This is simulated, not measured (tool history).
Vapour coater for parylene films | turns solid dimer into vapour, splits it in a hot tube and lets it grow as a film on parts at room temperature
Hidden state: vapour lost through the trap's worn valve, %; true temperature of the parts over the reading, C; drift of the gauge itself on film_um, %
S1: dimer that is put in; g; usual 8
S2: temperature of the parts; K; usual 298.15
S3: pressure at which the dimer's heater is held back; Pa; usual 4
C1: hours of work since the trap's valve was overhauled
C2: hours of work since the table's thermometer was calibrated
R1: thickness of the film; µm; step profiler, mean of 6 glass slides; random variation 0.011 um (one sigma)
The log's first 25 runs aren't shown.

run	hour	S1	S2	S3	C1	C2	R1
26	310.1	4	293.15	6.37	611	700	0.85
27	321.5	4	293.15	6.37	619	708	0.84
28	328.8	4	293.15	9.16	625	713	0.81
29	345.1	8	301.15	4	636	725	1.41
30	355.8	5	298.15	4	644	732	0.98
31	371	4	291.15	2.9	655	743	0.99
32	378.1	4	295.15	4.01	660	748	0.84
33	388.6	7	305.15	4.93	667	756	1.05
34	396.5	14	293.15	2.28	673	761	3.44
35	407.2	9	291.15	2.12	680	769	2.34
36	418.6	9	291.15	2.12	688	777	2.32
# hour 428.9: trap's valve overhauled
37	435.9	3	298.15	4	5	786	0.66

Forecast each of these 4 alternatives for the next run:
A	448.1	5	298.15	4.64	14	795	?
B	448.1	11	298.15	3.04	14	795	?
C	448.1	7	298.15	4	14	795	?
D	448.1	13	298.15	4	14	795	?

run	R1
A	1.09
B	2.55
C	1.53
D	2.88
Without the tool's hidden state the same runs would have given:
run	R1
A	1.1
B	2.58
C	1.54
D	2.91
